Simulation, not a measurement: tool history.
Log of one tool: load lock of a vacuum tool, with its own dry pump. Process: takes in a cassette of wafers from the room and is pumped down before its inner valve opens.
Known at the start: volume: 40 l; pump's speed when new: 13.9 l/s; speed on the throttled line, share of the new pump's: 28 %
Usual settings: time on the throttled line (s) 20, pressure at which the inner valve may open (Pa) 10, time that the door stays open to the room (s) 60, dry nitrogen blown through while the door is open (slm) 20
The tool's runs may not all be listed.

run    hour  time on the throttled line (s)  pressure at which the inner valve may open (Pa)  time that the door stays open to the room (s)  dry nitrogen blown through while the door is open (slm)  incoming humidity of the room's air, %  time from the closed door until the inner valve may open (s)  rise of the pressure with all valves shut (Pa/min)
  1       0                              20                                               10                                             60                                                       20                                    43.3                                                          43.5                                               0.044
  2    94.4                              20                                               10                                             60                                                       20                                    43.9                                                          43.3                                                0.05
  3   151.8                              20                                               10                                             60                                                       20                                    42.3                                                          43.2                                               0.043
  4   283.5                              20                                               10                                             60                                                       20                                      46                                                          43.5                                               0.053
  5   372.7                              20                                               10                                             60                                                       20                                    44.4                                                          43.7                                                0.05
  6   498.2                              20                                               10                                             60                                                       20                                    45.9                                                          42.9                                               0.052
  7   617.4                              20                                               10                                             60                                                       20                                    46.7                                                          42.8                                               0.057
  8     755                              20                                               10                                             60                                                       20                                    43.8                                                          43.2                                               0.054
  9   840.1                              20                                               10                                             60                                                       20                                    42.5                                                          42.6                                               0.057
 10   899.3                              12                                               12                                             37                                                       20                                    42.7                                                          36.3                                               0.049
 11  1030.8                              14                                               12                                             34                                                       41                                    46.8                                                          38.1                                                0.05
 12  1169.7                              20                                               10                                             27                                                       26                                    45.2                                                          43.5                                               0.044
 13  1232.3                              18                                               10                                             33                                                       20                                    43.3                                                          42.2                                               0.052

The next listed run, before its measurement:
 14  1324.5                              18                                               10                                             33                                                       20                                    45.2                                                             ?                                                   ?

time from the closed door until the inner valve may open (s): 42.3
rise of the pressure with all valves shut (Pa/min): 0.055
Without the tool's hidden state the same run would have given time from the closed door until the inner valve may open (s) 40, rise of the pressure with all valves shut (Pa/min) 0.027.
